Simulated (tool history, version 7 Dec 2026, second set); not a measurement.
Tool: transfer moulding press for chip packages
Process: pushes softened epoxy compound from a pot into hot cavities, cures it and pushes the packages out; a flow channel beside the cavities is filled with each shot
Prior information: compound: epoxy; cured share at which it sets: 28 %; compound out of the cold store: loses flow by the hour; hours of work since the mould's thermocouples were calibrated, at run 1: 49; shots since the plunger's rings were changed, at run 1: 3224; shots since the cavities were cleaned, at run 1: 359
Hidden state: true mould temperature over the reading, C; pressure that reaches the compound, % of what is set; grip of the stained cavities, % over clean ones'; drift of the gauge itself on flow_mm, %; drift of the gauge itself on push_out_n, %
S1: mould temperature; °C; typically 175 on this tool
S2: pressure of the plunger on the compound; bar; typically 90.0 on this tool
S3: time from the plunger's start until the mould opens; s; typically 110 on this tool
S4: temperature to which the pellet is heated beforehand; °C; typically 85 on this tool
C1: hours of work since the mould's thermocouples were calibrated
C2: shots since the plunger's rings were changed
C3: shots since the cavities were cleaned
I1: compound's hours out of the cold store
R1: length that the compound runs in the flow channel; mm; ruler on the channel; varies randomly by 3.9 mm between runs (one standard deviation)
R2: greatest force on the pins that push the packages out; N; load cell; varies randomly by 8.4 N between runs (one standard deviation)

| run | hour | S1 | S2 | S3 | S4 | C1 | C2 | C3 | I1 | R1 | R2 |
|---|---|---|---|---|---|---|---|---|---|---|---|
| 1 | 0.0 | 175 | 90.0 | 110 | 85 | 49 | 3224 | 359 | 8.5 | 784 | 536 |
| 2 | 27.2 | 175 | 90.0 | 110 | 85 | 65 | 3490 | 625 | 20.5 | 721 | 564 |
|  | 56.3 | plunger's sealing rings changed |
|  | 57.8 | cavities cleaned with cleaning compound and waxed |
| 3 | 57.8 | 175 | 90.0 | 98 | 85 | 80 | 0 | 0 | 14.1 | 769 | 468 |
| 4 | 92.7 | 175 | 90.0 | 110 | 85 | 101 | 341 | 341 | 47.9 | 622 | 520 |
| 5 | 122.4 | 175 | 90.0 | 110 | 85 | 119 | 631 | 631 | 12.7 | 776 | 617 |
|  | 149.7 | cavities cleaned with cleaning compound and waxed |
| 6 | 149.7 | 175 | 90.0 | 110 | 85 | 134 | 882 | 0 | 11.2 | 784 | 402 |
| 7 | 184.1 | 175 | 90.0 | 110 | 85 | 154 | 1219 | 337 | 35.6 | 681 | 533 |
| 8 | 212.7 | 175 | 90.0 | 110 | 85 | 171 | 1498 | 616 | 22.5 | 726 | 571 |
| 9 | 232.5 | 175 | 90.0 | 110 | 85 | 183 | 1691 | 809 | 26.3 | 708 | 597 |
|  | 242.7 | cavities cleaned with cleaning compound and waxed |
| 10 | 273.5 | 175 | 90.0 | 124 | 85 | 207 | 2077 | 301 | 24.7 | 712 | 469 |
| 11 | 312.7 | 175 | 90.0 | 124 | 85 | 230 | 2459 | 683 | 14.6 | 762 | 543 |
|  | 335.0 | cavities cleaned with cleaning compound and waxed |
| 12 | 349.4 | 175 | 90.0 | 124 | 85 | 251 | 2803 | 142 | 34.3 | 667 | 402 |
| 13 | 373.2 | 175 | 90.0 | 124 | 85 | 265 | 3034 | 373 | 43.0 | 629 | 475 |
| 14 | 401.2 | 175 | 90.0 | 124 | 85 | 281 | 3308 | 647 | 37.6 | 657 | 533 |
| 15 | 420.5 | 175 | 90.0 | 124 | 85 | 293 | 3496 | 835 | 31.4 | 672 | 547 |
|  | 429.6 | cavities cleaned with cleaning compound and waxed |
|  | 450.5 | plunger's sealing rings changed |
| 16 | 450.5 | 171 | 90.0 | 124 | 85 | 308 | 0 | 180 | 31.2 | 695 | 480 |
|  | 456.5 | mould's thermocouples calibrated |
| 17 | 474.5 | 175 | 74.1 | 110 | 85 | 11 | 215 | 395 | 31.4 | 629 | 547 |
| 18 | 507.9 | 168 | 74.1 | 111 | 93 | 30 | 541 | 721 | 33.2 | 628 | 782 |
|  | 526.4 | cavities cleaned with cleaning compound and waxed |
| 19 | 528.3 | 183 | 72.3 | 104 | 85 | 42 | 726 | 19 | 24.8 | 630 | 348 |
| 20 | 554.3 | 179 | 104.7 | 125 | 88 | 57 | 979 | 272 | 14.6 | 825 | 444 |
| 21 | 588.8 | 179 | 104.7 | 125 | 88 | 78 | 1316 | 609 | 38.3 | 697 | 503 |
|  | 617.3 | mould's thermocouples calibrated, once more |
|  | 622.3 | cavities cleaned with cleaning compound and waxed |
| 22 | 628.4 | 179 | 104.7 | 125 | 88 | 6 | 1667 | 59 | 21.3 | 780 | 358 |
| 23 | 649.7 | 175 | 90.0 | 98 | 85 | 18 | 1876 | 268 | 12.1 | 774 | 614 |
| 24 | 673.9 | 182 | 85.5 | 99 | 85 | 33 | 2112 | 504 | 11.5 | 742 | 529 |
| 25 | 697.3 | 182 | 85.5 | 99 | 85 | 46 | 2340 | 732 | 43.0 | 596 | 531 |
|  | 718.2 | cavities cleaned with cleaning compound and waxed |
| 26 | 740.1 | 168 | 70.8 | 110 | 85 | 71 | 2743 | 214 | 26.7 | 624 | 687 |
| 27 | 766.6 | 169 | 79.4 | 147 | 90 | 87 | 3002 | 473 | 46.4 | 581 | 495 |

Hidden state at the last listed run before each entry between runs and at the first one after, where it differs:
In the gap between runs 2 and 3: plunger's sealing rings changed (hour 56.3); cavities cleaned with cleaning compound and waxed (hour 57.8)
  true mould temperature over the reading, C: 0.03 -> 0.01; pressure that reaches the compound, % of what is set: 94.24 -> 99.55; grip of the stained cavities, % over clean ones': 53.5 -> 3.4
  measured value less the no-hidden-state value, R1: -21 -> -2 mm; R2: +196 -> +15 N
In the gap between runs 5 and 6: cavities cleaned with cleaning compound and waxed (hour 149.7)
  true mould temperature over the reading, C: -0.03 -> -0.05; pressure that reaches the compound, % of what is set: 98.63 -> 98.25; grip of the stained cavities, % over clean ones': 55.1 -> 3.2
  measured value less the no-hidden-state value, R1: -5 -> -7 mm; R2: +218 -> +14 N
In the gap between runs 9 and 10: cavities cleaned with cleaning compound and waxed (hour 242.7)
  true mould temperature over the reading, C: -0.11 -> -0.13; pressure that reaches the compound, % of what is set: 96.98 -> 96.43; grip of the stained cavities, % over clean ones': 58.6 -> 35.3
  measured value less the no-hidden-state value, R1: -11 -> -13 mm; R2: +221 -> +123 N
In the gap between runs 11 and 12: cavities cleaned with cleaning compound and waxed (hour 335.0)
  true mould temperature over the reading, C: -0.16 -> -0.18; pressure that reaches the compound, % of what is set: 95.84 -> 95.3; grip of the stained cavities, % over clean ones': 54.3 -> 19.8
  measured value less the no-hidden-state value, R1: -16 -> -16 mm; R2: +192 -> +68 N
In the gap between runs 15 and 16: cavities cleaned with cleaning compound and waxed (hour 429.6); plunger's sealing rings changed (hour 450.5)
  true mould temperature over the reading, C: -0.23 -> -0.25; pressure that reaches the compound, % of what is set: 94.2 -> 99.33; grip of the stained cavities, % over clean ones': 58.7 -> 25.7
  measured value less the no-hidden-state value, R1: -20 -> -2 mm; R2: +205 -> +101 N
In the gap between runs 16 and 17: mould's thermocouples calibrated (hour 456.5)
  true mould temperature over the reading, C: -0.25 -> -0.43; pressure that reaches the compound, % of what is set: 99.33 -> 98.98; grip of the stained cavities, % over clean ones': 25.7 -> 42.8
  measured value less the no-hidden-state value, R1: -2 -> -2 mm; R2: +101 -> +168 N
In the gap between runs 18 and 19: cavities cleaned with cleaning compound and waxed (hour 526.4)
  true mould temperature over the reading, C: -0.45 -> -0.47; pressure that reaches the compound, % of what is set: 98.51 -> 98.19; grip of the stained cavities, % over clean ones': 56.5 -> 4
  measured value less the no-hidden-state value, R1: -4 -> -5 mm; R2: +296 -> +15 N
In the gap between runs 21 and 22: mould's thermocouples calibrated, once more (hour 617.3); cavities cleaned with cleaning compound and waxed (hour 622.3)
  true mould temperature over the reading, C: -0.51 -> 0.02; pressure that reaches the compound, % of what is set: 97.25 -> 96.69; grip of the stained cavities, % over clean ones': 53.3 -> 11.2
  measured value less the no-hidden-state value, R1: -9 -> -14 mm; R2: +175 -> +36 N
In the gap between runs 25 and 26: cavities cleaned with cleaning compound and waxed (hour 718.2)
  true mould temperature over the reading, C: -0.03 -> -0.06; pressure that reaches the compound, % of what is set: 95.58 -> 94.95; grip of the stained cavities, % over clean ones': 55.8 -> 27.5
  measured value less the no-hidden-state value, R1: -14 -> -16 mm; R2: +189 -> +150 N

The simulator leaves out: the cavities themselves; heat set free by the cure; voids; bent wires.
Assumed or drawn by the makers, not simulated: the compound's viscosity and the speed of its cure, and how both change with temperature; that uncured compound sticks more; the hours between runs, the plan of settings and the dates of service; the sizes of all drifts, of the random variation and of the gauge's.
